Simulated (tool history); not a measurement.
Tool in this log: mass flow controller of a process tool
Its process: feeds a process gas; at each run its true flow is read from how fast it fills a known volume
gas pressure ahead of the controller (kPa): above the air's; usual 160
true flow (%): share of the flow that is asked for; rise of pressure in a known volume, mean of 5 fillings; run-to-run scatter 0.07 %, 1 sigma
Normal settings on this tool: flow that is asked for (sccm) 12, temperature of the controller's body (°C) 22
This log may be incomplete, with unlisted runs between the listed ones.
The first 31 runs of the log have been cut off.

run,hour,flow that is asked for (sccm),gas pressure ahead of the controller (kPa),temperature of the controller's body (°C),hours of work since the controller was set to zero,hours of work since the controller was changed,true flow (%)
# hour 6255.8: gauge calibrated
32,6466.5,4,160,22,834,5045,98.68
# hour 6642: controller exchanged for a calibrated one
33,6659.2,4,160,22,11,11,98.78
34,6893.2,2,229,40,154,154,97.43
35,7066.3,4,208,38,261,261,97.7
36,7234.7,4,208,38,364,364,97.88
37,7447.9,15,208,31,496,496,99.44
38,7708.8,13,208,30,656,656,99.41
39,7985.2,10,238,37,826,826,98.82
40,8158.7,10,210,34,933,933,98.96
41,8331.9,7,252,34,1039,1039,99.07
42,8493.2,2,265,26,1138,1138,99.38
43,8708.8,11,263,22,1271,1271,100.49
44,8957,12,158,23,1423,1423,100.07
45,9159.3,9,217,20,1548,1548,100.33
46,9307.3,12,269,25,1639,1639,100.55
47,9437.8,12,269,24,1719,1719,100.46

4 ways to go on from here, each from the tool as it stands after run 47. What would each give?
A,9663.6,2,201,27,1858,1858,?
B,9663.6,12,269,29,1858,1858,?
C,9663.6,6,175,24,1858,1858,?
D,9663.6,7,226,22,1858,1858,?

run,true flow (%)
A,99.2
B,100.32
C,99.65
D,100.28
With no hidden state in the tool, these same runs would have given:
run,true flow (%)
A,98.24
B,99.34
C,98.68
D,99.3
